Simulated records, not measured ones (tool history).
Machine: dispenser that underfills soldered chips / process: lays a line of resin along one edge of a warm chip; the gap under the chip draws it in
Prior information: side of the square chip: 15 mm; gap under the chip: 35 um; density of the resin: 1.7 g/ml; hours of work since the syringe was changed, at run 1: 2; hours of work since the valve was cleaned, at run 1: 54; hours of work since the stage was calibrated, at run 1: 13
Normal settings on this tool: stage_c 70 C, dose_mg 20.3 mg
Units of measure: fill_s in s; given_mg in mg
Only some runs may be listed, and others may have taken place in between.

run,hour,stage_c,dose_mg,hours of work since the syringe was changed,hours of work since the valve was cleaned,hours of work since the stage was calibrated,fill_s,given_mg
1,0.0,70,20.3,2,54,13,130.2,19.34
2,4.8,70,21.2,5,58,17,160.8,20.35
# hour 12.5: new syringe of resin
3,14.3,70,21.2,1,64,23,124.5,20.14
4,18.4,70,21.2,4,67,26,149.8,20.13
5,22.3,70,21.2,7,70,29,180.4,20.06
# hour 27.8: new syringe of resin
6,31.2,70,20.3,2,76,35,139.9,18.96
7,37.1,70,20.3,7,80,39,181.3,18.94
# hour 43.0: new syringe of resin
8,43.4,77,20.3,0,85,44,96.7,18.91
9,50.8,77,22.1,6,90,49,130.8,20.41
10,55.3,77,22.1,9,93,52,161.9,20.56
# hour 58.3: new syringe of resin
11,60.0,70,19.6,1,96,55,125.9,18.09
12,64.6,70,19.6,4,100,58,160.5,18.00
13,71.9,70,19.6,10,105,64,225.8,17.82
# hour 74.0: new syringe of resin
14,80.8,70,19.6,5,111,70,156.2,17.86
15,87.4,70,19.6,10,116,75,219.3,17.69
# hour 89.1: new syringe of resin
16,92.5,70,19.6,2,119,78,139.4,17.72
# hour 96.1: dispensing valve cleaned and set on the balance
17,100.0,70,20.3,7,3,83,181.4,20.23
# hour 105.3: new syringe of resin
18,107.2,70,20.3,1,8,88,128.0,19.98
19,113.4,70,20.3,6,12,92,170.0,20.25
# hour 120.6: new syringe of resin
20,120.6,70,22.9,0,17,97,111.7,22.57
21,129.2,83,19.5,6,23,103,108.9,19.19
22,133.5,60,19.5,9,26,106,287.5,19.02
# hour 135.7: new syringe of resin
23,142.8,70,22.5,5,33,113,153.6,21.93
# hour 151.0: new syringe of resin
24,151.0,76,25.6,0,38,118,90.7,24.60
25,158.1,76,25.6,5,43,123,125.7,24.63
# hour 165.9: new syringe of resin
26,166.5,61,24.2,0,49,129,156.0,22.88
27,174.2,64,25.5,6,55,134,199.4,23.97
28,178.3,64,20.7,9,58,137,244.3,19.56
# hour 180.8: new syringe of resin
29,187.6,64,20.7,5,64,144,188.6,19.47
30,193.5,64,20.7,9,68,148,255.8,19.55
# hour 196.0: new syringe of resin
31,198.7,64,20.7,2,72,152,157.6,19.46
32,206.8,64,20.7,8,77,157,237.8,19.35
# hour 211.1: new syringe of resin
33,213.9,64,20.7,2,82,162,161.6,19.11
34,218.5,64,20.7,5,86,165,194.8,18.88
# hour 226.7: new syringe of resin
35,226.7,60,21.6,0,91,171,157.3,19.78

Across each entry between runs, compare the hidden state at the last listed run before it with the hidden state at the first listed run after it:
Logged between run 2 and run 3: new syringe of resin (hour 12.5)
  resin's viscosity, % of fresh resin's: 140 -> 107.3; dose that the valve gives, % of what is set: 95.52 -> 94.98; true chip temperature over the reading, C: -0.33 -> -0.29
  measured result minus the result with no hidden state, fill_s: +48.0 -> +10.4 s; given_mg: -0.95 -> -1.06 mg
Logged between run 5 and run 6: new syringe of resin (hour 27.8)
  resin's viscosity, % of fresh resin's: 155.6 -> 119.5; dose that the valve gives, % of what is set: 94.49 -> 93.98; true chip temperature over the reading, C: -0.26 -> -0.22
  measured result minus the result with no hidden state, fill_s: +66.4 -> +24.9 s; given_mg: -1.17 -> -1.22 mg
Logged between run 7 and run 8: new syringe of resin (hour 43.0)
  resin's viscosity, % of fresh resin's: 157.6 -> 102.2; dose that the valve gives, % of what is set: 93.6 -> 93.21; true chip temperature over the reading, C: -0.2 -> -0.17
  measured result minus the result with no hidden state, fill_s: +68.4 -> +3.8 s; given_mg: -1.29 -> -1.38 mg
Logged between run 10 and run 11: new syringe of resin (hour 58.3)
  resin's viscosity, % of fresh resin's: 178.1 -> 108.9; dose that the valve gives, % of what is set: 92.39 -> 92.12; true chip temperature over the reading, C: -0.13 -> -0.11
  measured result minus the result with no hidden state, fill_s: +72.4 -> +12.7 s; given_mg: -1.70 -> -1.55 mg
Logged between run 13 and run 14: new syringe of resin (hour 74.0)
  resin's viscosity, % of fresh resin's: 189.5 -> 136.8; dose that the valve gives, % of what is set: 91.36 -> 90.8; true chip temperature over the reading, C: -0.06 -> -0.02
  measured result minus the result with no hidden state, fill_s: +109.1 -> +44.6 s; given_mg: -1.69 -> -1.81 mg
Logged between run 15 and run 16: new syringe of resin (hour 89.1)
  resin's viscosity, % of fresh resin's: 185.9 -> 117.3; dose that the valve gives, % of what is set: 90.35 -> 90.04; true chip temperature over the reading, C: 0.01 -> 0.03
  measured result minus the result with no hidden state, fill_s: +103.9 -> +23.3 s; given_mg: -1.89 -> -1.95 mg
Logged between run 16 and run 17: dispensing valve cleaned and set on the balance (hour 96.1)
  resin's viscosity, % of fresh resin's: 117.3 -> 158.9; dose that the valve gives, % of what is set: 90.04 -> 99.63; true chip temperature over the reading, C: 0.03 -> 0.06
  measured result minus the result with no hidden state, fill_s: +23.3 -> +67.1 s; given_mg: -1.95 -> -0.08 mg
Logged between run 17 and run 18: new syringe of resin (hour 105.3)
  resin's viscosity, % of fresh resin's: 158.9 -> 111.6; dose that the valve gives, % of what is set: 99.63 -> 99.19; true chip temperature over the reading, C: 0.06 -> 0.09
  measured result minus the result with no hidden state, fill_s: +67.1 -> +13.1 s; given_mg: -0.08 -> -0.16 mg
Logged between run 19 and run 20: new syringe of resin (hour 120.6)
  resin's viscosity, % of fresh resin's: 148.5 -> 99.1; dose that the valve gives, % of what is set: 98.78 -> 98.34; true chip temperature over the reading, C: 0.11 -> 0.14
  measured result minus the result with no hidden state, fill_s: +55.3 -> -1.4 s; given_mg: -0.25 -> -0.38 mg
Logged between run 22 and run 23: new syringe of resin (hour 135.7)
  resin's viscosity, % of fresh resin's: 180.3 -> 138.5; dose that the valve gives, % of what is set: 97.56 -> 96.96; true chip temperature over the reading, C: 0.19 -> 0.23
  measured result minus the result with no hidden state, fill_s: +128.0 -> +42.3 s; given_mg: -0.48 -> -0.69 mg
Logged between run 23 and run 24: new syringe of resin (hour 151.0)
  resin's viscosity, % of fresh resin's: 138.5 -> 98.8; dose that the valve gives, % of what is set: 96.96 -> 96.49; true chip temperature over the reading, C: 0.23 -> 0.26
  measured result minus the result with no hidden state, fill_s: +42.3 -> -1.8 s; given_mg: -0.69 -> -0.89 mg
Logged between run 25 and run 26: new syringe of resin (hour 165.9)
  resin's viscosity, % of fresh resin's: 137.1 -> 101.6; dose that the valve gives, % of what is set: 96.02 -> 95.47; true chip temperature over the reading, C: 0.29 -> 0.33
  measured result minus the result with no hidden state, fill_s: +33.3 -> +1.1 s; given_mg: -1.02 -> -1.09 mg
Logged between run 28 and run 29: new syringe of resin (hour 180.8)
  resin's viscosity, % of fresh resin's: 175.8 -> 138.4; dose that the valve gives, % of what is set: 94.73 -> 94.14; true chip temperature over the reading, C: 0.38 -> 0.41
  measured result minus the result with no hidden state, fill_s: +104.5 -> +51.6 s; given_mg: -1.10 -> -1.21 mg
Logged between run 30 and run 31: new syringe of resin (hour 196.0)
  resin's viscosity, % of fresh resin's: 182.1 -> 113.7; dose that the valve gives, % of what is set: 93.81 -> 93.49; true chip temperature over the reading, C: 0.44 -> 0.46
  measured result minus the result with no hidden state, fill_s: +114.7 -> +18.3 s; given_mg: -1.29 -> -1.36 mg
Logged between run 32 and run 33: new syringe of resin (hour 211.1)
  resin's viscosity, % of fresh resin's: 165.5 -> 114.1; dose that the valve gives, % of what is set: 93 -> 92.58; true chip temperature over the reading, C: 0.5 -> 0.52
  measured result minus the result with no hidden state, fill_s: +93.2 -> +19.2 s; given_mg: -1.46 -> -1.54 mg
Logged between run 34 and run 35: new syringe of resin (hour 226.7)
  resin's viscosity, % of fresh resin's: 141.3 -> 99.3; dose that the valve gives, % of what is set: 92.3 -> 91.81; true chip temperature over the reading, C: 0.54 -> 0.57
  measured result minus the result with no hidden state, fill_s: +56.1 -> -2.4 s; given_mg: -1.58 -> -1.77 mg

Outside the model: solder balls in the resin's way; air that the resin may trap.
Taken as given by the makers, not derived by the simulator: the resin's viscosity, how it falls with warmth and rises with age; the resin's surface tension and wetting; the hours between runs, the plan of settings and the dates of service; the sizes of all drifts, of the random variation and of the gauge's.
